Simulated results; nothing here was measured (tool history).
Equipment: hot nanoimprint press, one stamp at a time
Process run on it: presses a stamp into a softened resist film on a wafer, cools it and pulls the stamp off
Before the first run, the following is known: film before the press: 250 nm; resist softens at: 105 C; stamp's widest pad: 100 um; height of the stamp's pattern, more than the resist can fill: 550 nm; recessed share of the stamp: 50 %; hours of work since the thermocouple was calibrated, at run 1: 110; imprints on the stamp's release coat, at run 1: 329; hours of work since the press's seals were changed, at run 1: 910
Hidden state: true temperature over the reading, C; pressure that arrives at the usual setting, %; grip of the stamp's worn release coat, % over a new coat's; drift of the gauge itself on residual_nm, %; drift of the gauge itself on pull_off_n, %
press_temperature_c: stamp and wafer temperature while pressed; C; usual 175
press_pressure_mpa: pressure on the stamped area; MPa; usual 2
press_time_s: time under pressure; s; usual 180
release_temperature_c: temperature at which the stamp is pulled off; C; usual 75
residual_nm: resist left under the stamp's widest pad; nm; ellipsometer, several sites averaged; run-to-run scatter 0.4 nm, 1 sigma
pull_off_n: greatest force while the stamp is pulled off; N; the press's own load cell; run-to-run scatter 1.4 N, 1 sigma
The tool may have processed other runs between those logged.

run	hour	press_temperature_c	press_pressure_mpa	press_time_s	release_temperature_c	hours of work since the thermocouple was calibrated	imprints on the stamp's release coat	hours of work since the press's seals were changed	residual_nm	pull_off_n
1	0	175	2	180	75	110	329	910	119.6	209
2	26.7	175	2	180	75	123	419	923	120	213
3	60	175	2	180	75	139	531	939	120.5	216
4	83.1	175	2	180	75	150	609	950	120.9	214
5	113.5	175	2	180	80	165	711	965	120.9	202
6	160.4	175	2	180	80	187	869	987	121.8	205
7	181.7	175	2.4	180	75	198	941	998	111.1	225
8	218.3	175	2.4	180	75	216	1064	1015	111.2	229
9	249.3	172	2	180	75	231	1169	1030	133.9	229
# hour 256.4: plate thermocouple calibrated
10	291	175	2	175	65	17	1299	1049	124.4	259
11	312.6	183	1.85	180	80	27	1372	1060	99.8	218
# hour 340.3: stamp cleaned and given a new release coat
12	353.4	183	1.85	180	80	44	44	1077	99.8	193
13	381.1	183	1.85	180	80	58	137	1090	99.7	197
# hour 409.9: press's hydraulic seals changed and the load cell set to zero
14	412.6	175	2	346	65	69	216	1	94.9	234
15	450	185	2	340	75	87	342	19	69.1	214
16	476.2	185	2	340	75	100	430	32	69.5	217

Each row is a separate what-if for the run after 16, all from the same tool condition, not one after another. Results?
A	523.9	172	2.38	129	75	123	591	55	?	?
B	523.9	172	2	340	75	123	591	55	?	?
C	523.9	175	1.89	180	61	123	591	55	?	?
D	523.9	185	1.35	340	75	123	591	55	?	?
E	523.9	185	1.64	340	73	123	591	55	?	?

run	residual_nm	pull_off_n
A	133.4	217
B	106.5	219
C	122.4	254
D	87.1	219
E	78.3	222
Without the tool's hidden state the same runs would have given:
run	residual_nm	pull_off_n
A	126.3	202
B	100.4	204
C	116	237
D	82.8	204
E	74.3	207

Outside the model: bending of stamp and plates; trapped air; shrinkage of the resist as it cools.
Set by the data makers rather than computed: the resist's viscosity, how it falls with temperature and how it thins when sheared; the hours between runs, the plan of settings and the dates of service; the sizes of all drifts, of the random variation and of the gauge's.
